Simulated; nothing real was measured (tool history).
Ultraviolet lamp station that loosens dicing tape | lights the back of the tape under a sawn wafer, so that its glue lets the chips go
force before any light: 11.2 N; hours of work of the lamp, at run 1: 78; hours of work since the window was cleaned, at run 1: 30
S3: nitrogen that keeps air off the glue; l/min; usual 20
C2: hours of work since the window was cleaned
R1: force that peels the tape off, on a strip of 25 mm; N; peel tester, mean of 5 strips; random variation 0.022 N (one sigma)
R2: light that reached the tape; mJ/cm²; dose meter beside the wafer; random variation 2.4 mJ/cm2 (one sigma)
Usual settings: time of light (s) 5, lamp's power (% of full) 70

run 1 hour=0.0 | time_of_light_(s)=5 lamp's_power_(%_of_full)=70 S3=20 | hours_of_work_of_the_lamp=78 C2=30 | R1=1.107 R2=278
run 2 hour=9.6 | time_of_light_(s)=5 lamp's_power_(%_of_full)=70 S3=20 | hours_of_work_of_the_lamp=83 C2=36 | R1=1.090 R2=272
run 3 hour=16.3 | time_of_light_(s)=5 lamp's_power_(%_of_full)=70 S3=20 | hours_of_work_of_the_lamp=87 C2=40 | R1=1.095 R2=276
run 4 hour=24.4 | time_of_light_(s)=5 lamp's_power_(%_of_full)=70 S3=20 | hours_of_work_of_the_lamp=91 C2=44 | R1=1.077 R2=280
run 5 hour=34.2 | time_of_light_(s)=5 lamp's_power_(%_of_full)=67 S3=20 | hours_of_work_of_the_lamp=97 C2=50 | R1=1.216 R2=264
run 6 hour=42.6 | time_of_light_(s)=5 lamp's_power_(%_of_full)=67 S3=20 | hours_of_work_of_the_lamp=102 C2=55 | R1=1.199 R2=267
run 7 hour=49.6 | time_of_light_(s)=5 lamp's_power_(%_of_full)=67 S3=20 | hours_of_work_of_the_lamp=106 C2=58 | R1=1.242 R2=260
run 8 hour=54.2 | time_of_light_(s)=5 lamp's_power_(%_of_full)=67 S3=20 | hours_of_work_of_the_lamp=108 C2=61 | R1=1.183 R2=259
run 9 hour=64.7 | time_of_light_(s)=8 lamp's_power_(%_of_full)=85 S3=14 | hours_of_work_of_the_lamp=114 C2=67 | R1=0.275 R2=538
run 10 hour=71.5 | time_of_light_(s)=3 lamp's_power_(%_of_full)=93 S3=20 | hours_of_work_of_the_lamp=118 C2=71 | R1=1.691 R2=217

4 ways to go on from here, each from the tool as it stands after run 10. What would each give?
run A hour=76.2 | time_of_light_(s)=5 lamp's_power_(%_of_full)=86 S3=20 | hours_of_work_of_the_lamp=121 C2=74 | R1=? R2=?
run B hour=76.2 | time_of_light_(s)=5 lamp's_power_(%_of_full)=70 S3=7 | hours_of_work_of_the_lamp=121 C2=74 | R1=? R2=?
run C hour=76.2 | time_of_light_(s)=4 lamp's_power_(%_of_full)=77 S3=20 | hours_of_work_of_the_lamp=121 C2=74 | R1=? R2=?
run D hour=76.2 | time_of_light_(s)=5 lamp's_power_(%_of_full)=100 S3=26 | hours_of_work_of_the_lamp=121 C2=74 | R1=? R2=?

run=A R1=0.637 R2=337
run=B R1=2.401 R2=277
run=C R1=1.409 R2=243
run=D R1=0.338 R2=398
Without the tool's hidden state the same runs would have given:
run=A R1=0.637 R2=337
run=B R1=2.400 R2=277
run=C R1=1.408 R2=243
run=D R1=0.338 R2=398
